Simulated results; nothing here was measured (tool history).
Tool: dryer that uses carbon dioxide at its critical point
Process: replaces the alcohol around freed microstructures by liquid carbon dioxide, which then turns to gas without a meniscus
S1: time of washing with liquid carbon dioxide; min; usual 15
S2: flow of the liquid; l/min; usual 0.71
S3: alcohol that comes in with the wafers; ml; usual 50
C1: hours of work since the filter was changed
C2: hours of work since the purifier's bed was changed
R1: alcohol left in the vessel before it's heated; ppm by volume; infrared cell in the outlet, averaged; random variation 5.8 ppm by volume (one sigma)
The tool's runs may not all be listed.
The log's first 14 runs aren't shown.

run,hour,S1,S2,S3,C1,C2,R1
15,137.4,15,0.71,51,70,308,242
16,149.6,15,1.129,50,78,316,35
17,157.3,12,1.098,115,83,321,220
18,165.4,15,1.112,50,88,327,40
19,178.3,15,1.112,43,97,335,56
20,191,9,1.112,88,105,343,626
21,197.5,15,0.468,29,109,348,655
22,205.3,16,0.8,50,114,353,127
23,211.1,16,0.8,50,118,357,134
24,219.8,16,0.8,50,124,362,126
25,232.9,12,0.458,87,133,371,4007
26,242.8,15,0.945,56,139,377,109
27,255.9,13,0.492,50,148,386,1590
28,269.3,13,0.492,50,157,395,1576
29,281.4,22,0.492,70,164,403,362
30,287.6,22,0.492,70,169,407,351
31,294.2,13,0.798,34,173,411,234
32,299.9,15,1.174,72,177,415,62

3 ways to go on from here, each from the tool as it stands after run 32. What would each give?
A,306.7,22,1.174,111,181,419,?
B,306.7,9,0.71,50,181,419,?
C,306.7,15,0.75,59,181,419,?

run,R1
A,40
B,1710
C,276
Without the tool's hidden state the same runs would have given:
run,R1
A,7
B,1356
C,168
